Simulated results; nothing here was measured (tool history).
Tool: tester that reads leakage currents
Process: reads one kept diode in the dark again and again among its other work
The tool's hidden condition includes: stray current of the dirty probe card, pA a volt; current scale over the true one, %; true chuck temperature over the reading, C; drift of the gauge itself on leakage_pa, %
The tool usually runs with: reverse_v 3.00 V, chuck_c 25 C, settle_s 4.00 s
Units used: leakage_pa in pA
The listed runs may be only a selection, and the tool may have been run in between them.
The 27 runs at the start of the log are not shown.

run	day	reverse_v	chuck_c	settle_s	hours of work since the probe card was cleaned	hours of work since the tester was calibrated	hours of work since the chuck was calibrated	leakage_pa
28	210.288	1.18	32	4.00	605	1850	330	141.97
29	220.908	1.78	34	0.51	747	1992	472	198.61
30	228.250	3.00	39	4.00	846	2091	570	355.91
31	233.683	1.06	39	5.32	918	2163	643	243.68
32	239.696	1.06	39	5.32	999	2244	724	246.87
33	247.617	4.79	39	1.28	1105	2350	830	440.55
34	258.662	4.79	46	0.72	1253	2498	978	755.82
35	263.862	3.00	25	7.89	1322	2567	1047	127.50
36	270.854	3.00	31	5.24	1416	2661	1141	207.63
37	277.950	1.99	25	4.00	1511	2756	1236	111.57
# day 281.096: probe card cleaned and baked
38	283.871	3.00	58	4.00	37	2833	1313	1514.15
39	290.071	3.00	58	4.00	120	2916	1396	1515.38

Forecast run 40:
40	300.275	14.55	58	0.44	257	3053	1533	?

leakage_pa: 2768.73 pA
The same run, on a tool lacking any hidden state, would have yielded leakage_pa 2377.52 pA.

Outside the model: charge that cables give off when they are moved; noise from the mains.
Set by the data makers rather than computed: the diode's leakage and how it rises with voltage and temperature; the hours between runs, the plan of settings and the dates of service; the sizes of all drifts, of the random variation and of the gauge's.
